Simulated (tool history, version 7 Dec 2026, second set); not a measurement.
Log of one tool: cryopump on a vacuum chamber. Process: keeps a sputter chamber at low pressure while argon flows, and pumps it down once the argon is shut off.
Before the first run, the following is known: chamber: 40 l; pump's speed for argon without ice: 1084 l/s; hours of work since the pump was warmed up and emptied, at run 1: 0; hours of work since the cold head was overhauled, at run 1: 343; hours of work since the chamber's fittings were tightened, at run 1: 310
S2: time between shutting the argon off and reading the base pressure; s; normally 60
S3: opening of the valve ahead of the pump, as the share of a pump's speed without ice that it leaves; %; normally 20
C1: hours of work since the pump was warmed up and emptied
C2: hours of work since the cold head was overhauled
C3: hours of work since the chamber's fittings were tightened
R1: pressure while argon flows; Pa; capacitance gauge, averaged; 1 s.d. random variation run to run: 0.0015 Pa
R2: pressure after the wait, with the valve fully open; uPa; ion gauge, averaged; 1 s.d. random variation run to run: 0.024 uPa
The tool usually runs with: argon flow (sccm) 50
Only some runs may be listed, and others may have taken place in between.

Run 1, hour 0: usual settings; C1 0; C2 343; C3 310. Result: R1 0.3922 Pa, R2 1.01 uPa.
Run 2, hour 51: usual settings; C1 30; C2 373; C3 340. Result: R1 0.3921 Pa, R2 1.05 uPa.
Run 3, hour 96.9: usual settings; C1 56; C2 400; C3 366. Result: R1 0.3941 Pa, R2 1.05 uPa.
Run 4, hour 145.5: usual settings; C1 85; C2 428; C3 395. Result: R1 0.3928 Pa, R2 1.13 uPa.
Run 5, hour 198.8: usual settings; C1 116; C2 459; C3 426. Result: R1 0.3978 Pa, R2 1.11 uPa.
Run 6, hour 228.2: usual settings but S2 156 s; C1 133; C2 476; C3 443. Result: R1 0.3974 Pa, R2 0.8 uPa.
Run 7, hour 261.6: usual settings but S2 156 s; C1 152; C2 495; C3 462. Result: R1 0.401 Pa, R2 0.8 uPa.
Run 8, hour 302.9: usual settings but S2 156 s; C1 176; C2 519; C3 486. Result: R1 0.4017 Pa, R2 0.85 uPa.
Run 9, hour 358.1: usual settings but S2 156 s; C1 208; C2 551; C3 518. Result: R1 0.4018 Pa, R2 0.89 uPa.
Run 10, hour 410.7: usual settings but argon flow (sccm) 27, S2 291 s; C1 239; C2 582; C3 549. Result: R1 0.2196 Pa, R2 0.84 uPa.
Run 11, hour 440.8: usual settings but argon flow (sccm) 27, S2 291 s; C1 256; C2 600; C3 566. Result: R1 0.2191 Pa, R2 0.81 uPa.
Run 12, hour 481.8: usual settings but S2 34 s, S3 37 %; C1 280; C2 623; C3 590. Result: R1 0.2267 Pa, R2 1.7 uPa.
Run 13, hour 527.4: usual settings but argon flow (sccm) 61, S2 48 s; C1 307; C2 650; C3 617. Result: R1 0.5008 Pa, R2 1.48 uPa.
Run 14, hour 566.3: usual settings but argon flow (sccm) 61, S2 48 s; C1 329; C2 673; C3 639. Result: R1 0.5007 Pa, R2 1.47 uPa.
At hour 595.3: pump warmed up, emptied and cooled again.
Run 15, hour 612.2: usual settings but S3 44 %; C1 10; C2 696; C3 663. Result: R1 0.179 Pa, R2 1.18 uPa.

What if the next run were any one of these 3? Each begins from the tool's condition after run 15:
Run A, hour 648.6: usual settings but S3 17 %; C1 31; C2 718; C3 684. Result: R1 ?, R2 ?.
Run B, hour 648.6: usual settings but S2 100 s, S3 22 %; C1 31; C2 718; C3 684. Result: R1 ?, R2 ?.
Run C, hour 648.6: usual settings but S2 46 s, S3 22 %; C1 31; C2 718; C3 684. Result: R1 ?, R2 ?.

run      R1    R2
  A  0.4614  1.23
  B  0.3578  1.01
  C  0.3592  1.39
Stripped of hidden state, with their random variation kept, the same runs would have yielded:
run      R1    R2
  A  0.4583  0.83
  B  0.3546  0.61
  C   0.356     1
